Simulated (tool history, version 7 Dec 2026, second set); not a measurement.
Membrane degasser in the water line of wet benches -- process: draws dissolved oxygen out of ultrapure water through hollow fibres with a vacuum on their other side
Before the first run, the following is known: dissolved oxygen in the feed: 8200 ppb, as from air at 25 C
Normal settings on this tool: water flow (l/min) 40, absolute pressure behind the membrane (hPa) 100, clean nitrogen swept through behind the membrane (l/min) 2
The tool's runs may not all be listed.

run    hour  water flow (l/min)  absolute pressure behind the membrane (hPa)  clean nitrogen swept through behind the membrane (l/min)  dissolved oxygen in the water behind the degasser (ppb)  pressure that the water loses in the fibres (hPa)
  1       0                  40                                          100                                                         2                                                    447.6                                                343
  2    82.7                  40                                          100                                                         2                                                    434.8                                              345.9
  3   131.5                  40                                          100                                                         2                                                    443.7                                              343.7
  4   176.3                  40                                          100                                                         2                                                    437.8                                              344.5
  5   225.2                  40                                          100                                                         2                                                    440.7                                              348.1
  6     303                  40                                          100                                                         2                                                    443.7                                              346.4
  7   350.8                  40                                          100                                                         2                                                    431.2                                              345.2
  8   406.5                  40                                          100                                                         2                                                    439.6                                              345.3
  9   466.7                  40                                          100                                                      1.57                                                    505.9                                              348.7
 10   533.8                  40                                          100                                                         2                                                    438.3                                              347.4
 11   626.9                  40                                          100                                                         2                                                      438                                              347.1
 12   687.7                  30                                          174                                                      2.73                                                    411.7                                              259.6
 13   768.1                  30                                          114                                                      2.37                                                    298.3                                              259.7
 14   836.9                  43                                          178                                                      1.79                                                    869.4                                              375.4
 15   903.1                  38                                          218                                                      5.19                                                    437.5                                              331.4
 16   942.2                  37                                          125                                                      4.57                                                    292.3                                              324.4
 17   995.7                  46                                          167                                                      4.16                                                    554.6                                              396.7
 18  1050.1                  49                                          245                                                         2                                                   1228.6                                              426.9
     1104.1  -- seals of the vacuum lines changed
 19  1140.5                  26                                          199                                                      2.82                                                    387.3                                              227.1
 20  1234.2                  43                                          100                                                      1.63                                                    559.8                                              374.5
 21  1293.9                  40                                          100                                                      1.26                                                    587.6                                              347.1

Alternative continuations, all from the tool just after run 21; predict every row:
  A  1364.7                  28                                          140                                                         2                                                        ?                                                  ?
  B  1364.7                  37                                          101                                                      2.52                                                        ?                                                  ?
  C  1364.7                  38                                          168                                                      2.64                                                        ?                                                  ?
  D  1364.7                  24                                          184                                                      1.26                                                        ?                                                  ?
  E  1364.7                  40                                           79                                                         2                                                        ?                                                  ?

run  dissolved oxygen in the water behind the degasser (ppb)  pressure that the water loses in the fibres (hPa)
  A                                                    381.9                                              242.8
  B                                                    342.2                                                326
  C                                                    548.6                                              335.3
  D                                                    629.6                                              211.5
  E                                                    359.8                                              349.9
With the hidden condition removed and each run's random variation left untouched, the same runs would have given:
run  dissolved oxygen in the water behind the degasser (ppb)  pressure that the water loses in the fibres (hPa)
  A                                                    368.2                                              232.6
  B                                                    318.1                                              312.6
  C                                                    524.3                                              321.4
  D                                                    618.4                                              202.8
  E                                                    329.6                                              335.3
